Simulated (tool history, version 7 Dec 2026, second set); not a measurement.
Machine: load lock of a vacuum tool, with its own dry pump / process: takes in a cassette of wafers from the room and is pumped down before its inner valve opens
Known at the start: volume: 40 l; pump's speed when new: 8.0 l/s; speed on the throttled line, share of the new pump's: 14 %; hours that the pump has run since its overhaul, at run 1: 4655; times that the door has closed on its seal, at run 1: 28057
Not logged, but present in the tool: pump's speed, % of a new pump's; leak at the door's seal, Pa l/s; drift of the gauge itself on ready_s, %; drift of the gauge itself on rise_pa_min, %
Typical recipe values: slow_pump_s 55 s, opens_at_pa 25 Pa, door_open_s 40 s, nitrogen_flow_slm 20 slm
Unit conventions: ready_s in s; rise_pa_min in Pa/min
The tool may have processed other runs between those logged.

run,hour,slow_pump_s,opens_at_pa,door_open_s,nitrogen_flow_slm,hours that the pump has run since its overhaul,times that the door has closed on its seal,"incoming humidity of the room's air, %",ready_s,rise_pa_min
1,0,55,25,40,20,4655,28057,44.9,91.9,0.075
2,307.9,55,25,40,20,4963,28708,46.7,92.4,0.074
3,709.2,55,25,40,20,5365,29558,44.4,94.2,0.077
4,1067,55,25,40,20,5722,30315,43.7,93.7,0.076
5,1454.2,55,25,40,20,6110,31135,48.5,94.2,0.082
6,1767.7,55,25,40,20,6423,31798,42.6,95,0.081
7,2050,55,25,40,20,6706,32396,45.6,95.5,0.078
8,2291.3,55,25,40,20,6947,32907,47.3,94,0.084
9,2516,55,25,59,15,7171,33382,44.5,94.9,0.092
10,2737.5,55,22,38,15,7393,33851,44.6,96.7,0.085
11,3054.6,33,19,38,15,7710,34522,45.4,78.8,0.09
12,3275,33,19,38,15,7930,34989,41.5,78.8,0.085
13,3611.3,33,23,38,15,8267,35701,41.6,78.3,0.09
14,3810.3,35,24,35,11,8466,36122,44.2,79.2,0.093
15,4182.4,35,24,35,11,8838,36909,43.4,80.5,0.086

Forecast each of these 3 alternatives for the next run:
A,4429,55,34,40,20,9085,37431,42.8,?,?
B,4429,35,42,35,32,9085,37431,41.6,?,?
C,4429,104,31,35,11,9085,37431,41.9,?,?

run,ready_s,rise_pa_min
A,94.1,0.09
B,76.2,0.083
C,136.1,0.089
With the hidden condition removed and each run's random variation left untouched, the same runs would have given:
run,ready_s,rise_pa_min
A,86.9,0.039
B,68.6,0.032
C,130.3,0.038
